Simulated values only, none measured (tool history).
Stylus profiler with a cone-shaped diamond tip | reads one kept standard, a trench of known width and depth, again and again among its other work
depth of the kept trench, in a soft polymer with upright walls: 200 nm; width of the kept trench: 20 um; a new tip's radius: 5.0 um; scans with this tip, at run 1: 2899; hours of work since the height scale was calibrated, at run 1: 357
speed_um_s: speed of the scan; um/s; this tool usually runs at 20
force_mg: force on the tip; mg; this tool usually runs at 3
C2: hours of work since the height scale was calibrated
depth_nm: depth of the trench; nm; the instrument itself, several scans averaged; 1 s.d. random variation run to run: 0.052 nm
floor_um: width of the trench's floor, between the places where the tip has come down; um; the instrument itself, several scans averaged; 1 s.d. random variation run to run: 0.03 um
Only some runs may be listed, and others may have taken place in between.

run 1 hour=0 | speed_um_s=20 force_mg=3 | scans_with_this_tip=2899 C2=357 | depth_nm=202.3 floor_um=16.81
run 2 hour=10.3 | speed_um_s=20 force_mg=3 | scans_with_this_tip=2934 C2=361 | depth_nm=202.3 floor_um=16.84
run 3 hour=33.2 | speed_um_s=20 force_mg=3 | scans_with_this_tip=3011 C2=371 | depth_nm=202.37 floor_um=16.83
run 4 hour=54.8 | speed_um_s=50 force_mg=3 | scans_with_this_tip=3084 C2=380 | depth_nm=202.26 floor_um=16.67
run 5 hour=66.7 | speed_um_s=50 force_mg=3 | scans_with_this_tip=3124 C2=385 | depth_nm=202.35 floor_um=16.7
run 6 hour=86.5 | speed_um_s=12 force_mg=3 | scans_with_this_tip=3190 C2=393 | depth_nm=202.32 floor_um=16.87
run 7 hour=108.4 | speed_um_s=20 force_mg=1.36 | scans_with_this_tip=3264 C2=402 | depth_nm=201.43 floor_um=16.72
run 8 hour=127.2 | speed_um_s=20 force_mg=1.36 | scans_with_this_tip=3327 C2=410 | depth_nm=201.39 floor_um=16.75
run 9 hour=138.2 | speed_um_s=20 force_mg=1.44 | scans_with_this_tip=3364 C2=414 | depth_nm=201.52 floor_um=16.67
run 10 hour=148.4 | speed_um_s=20 force_mg=1.44 | scans_with_this_tip=3399 C2=419 | depth_nm=201.55 floor_um=16.73
run 11 hour=171.2 | speed_um_s=20 force_mg=3 | scans_with_this_tip=3476 C2=428 | depth_nm=202.36 floor_um=16.78
run 12 hour=194.7 | speed_um_s=20 force_mg=3 | scans_with_this_tip=3554 C2=438 | depth_nm=202.33 floor_um=16.78
run 13 hour=209.4 | speed_um_s=20 force_mg=3 | scans_with_this_tip=3604 C2=444 | depth_nm=202.4 floor_um=16.78
run 14 hour=222.9 | speed_um_s=20 force_mg=3 | scans_with_this_tip=3649 C2=450 | depth_nm=202.36 floor_um=16.79
run 15 hour=242.8 | speed_um_s=20 force_mg=3 | scans_with_this_tip=3716 C2=458 | depth_nm=202.44 floor_um=16.75
run 16 hour=258.2 | speed_um_s=19 force_mg=3 | scans_with_this_tip=3768 C2=464 | depth_nm=202.33 floor_um=16.77
run 17 hour=269.1 | speed_um_s=19 force_mg=3 | scans_with_this_tip=3805 C2=469 | depth_nm=202.44 floor_um=16.79
run 18 hour=287 | speed_um_s=19 force_mg=3 | scans_with_this_tip=3865 C2=476 | depth_nm=202.38 floor_um=16.72
run 19 hour=308 | speed_um_s=19 force_mg=3 | scans_with_this_tip=3936 C2=485 | depth_nm=202.51 floor_um=16.79
run 20 hour=317.8 | speed_um_s=20 force_mg=1.48 | scans_with_this_tip=3969 C2=489 | depth_nm=201.63 floor_um=16.64
run 21 hour=338.5 | speed_um_s=20 force_mg=1.48 | scans_with_this_tip=4038 C2=497 | depth_nm=201.74 floor_um=16.68
run 22 hour=355.6 | speed_um_s=20 force_mg=1.48 | scans_with_this_tip=4096 C2=505 | depth_nm=201.64 floor_um=16.66
run 23 hour=366.1 | speed_um_s=20 force_mg=5.8 | scans_with_this_tip=4131 C2=509 | depth_nm=203.55 floor_um=16.71
run 24 hour=383.8 | speed_um_s=20 force_mg=5.8 | scans_with_this_tip=4191 C2=516 | depth_nm=203.48 floor_um=16.72
run 25 hour=406.1 | speed_um_s=8 force_mg=4.56 | scans_with_this_tip=4266 C2=525 | depth_nm=203.11 floor_um=16.75
run 26 hour=427.7 | speed_um_s=52 force_mg=3.7 | scans_with_this_tip=4339 C2=534 | depth_nm=202.69 floor_um=16.61
run 27 hour=444.1 | speed_um_s=16 force_mg=6.23 | scans_with_this_tip=4394 C2=541 | depth_nm=203.72 floor_um=16.78
run 28 hour=456.3 | speed_um_s=15 force_mg=6.23 | scans_with_this_tip=4435 C2=546 | depth_nm=203.7 floor_um=16.72
run 29 hour=469.4 | speed_um_s=15 force_mg=6.23 | scans_with_this_tip=4479 C2=552 | depth_nm=203.78 floor_um=16.66
run 30 hour=481 | speed_um_s=8 force_mg=3 | scans_with_this_tip=4518 C2=557 | depth_nm=202.43 floor_um=16.71
run 31 hour=495.4 | speed_um_s=5 force_mg=2.26 | scans_with_this_tip=4567 C2=563 | depth_nm=202.1 floor_um=16.71
run 32 hour=513.3 | speed_um_s=5 force_mg=2.26 | scans_with_this_tip=4627 C2=570 | depth_nm=202.03 floor_um=16.71
run 33 hour=529.4 | speed_um_s=77 force_mg=3.05 | scans_with_this_tip=4681 C2=577 | depth_nm=202.51 floor_um=16.42
run 34 hour=551.5 | speed_um_s=77 force_mg=3.05 | scans_with_this_tip=4756 C2=586 | depth_nm=202.49 floor_um=16.41
run 35 hour=572.5 | speed_um_s=77 force_mg=3.05 | scans_with_this_tip=4826 C2=594 | depth_nm=202.55 floor_um=16.5
run 36 hour=591.3 | speed_um_s=35 force_mg=1.45 | scans_with_this_tip=4889 C2=602 | depth_nm=201.76 floor_um=16.6
run 37 hour=614 | speed_um_s=6 force_mg=6.94 | scans_with_this_tip=4966 C2=612 | depth_nm=204.01 floor_um=16.74

The next listed run, before its measurement:
run 38 hour=637.3 | speed_um_s=6 force_mg=6.94 | scans_with_this_tip=5044 C2=621 | depth_nm=? floor_um=?

depth_nm: 204.05 nm
floor_um: 16.69 um
Without the tool's hidden state the same run would have given depth_nm 203.59 nm, floor_um 17.19 um.

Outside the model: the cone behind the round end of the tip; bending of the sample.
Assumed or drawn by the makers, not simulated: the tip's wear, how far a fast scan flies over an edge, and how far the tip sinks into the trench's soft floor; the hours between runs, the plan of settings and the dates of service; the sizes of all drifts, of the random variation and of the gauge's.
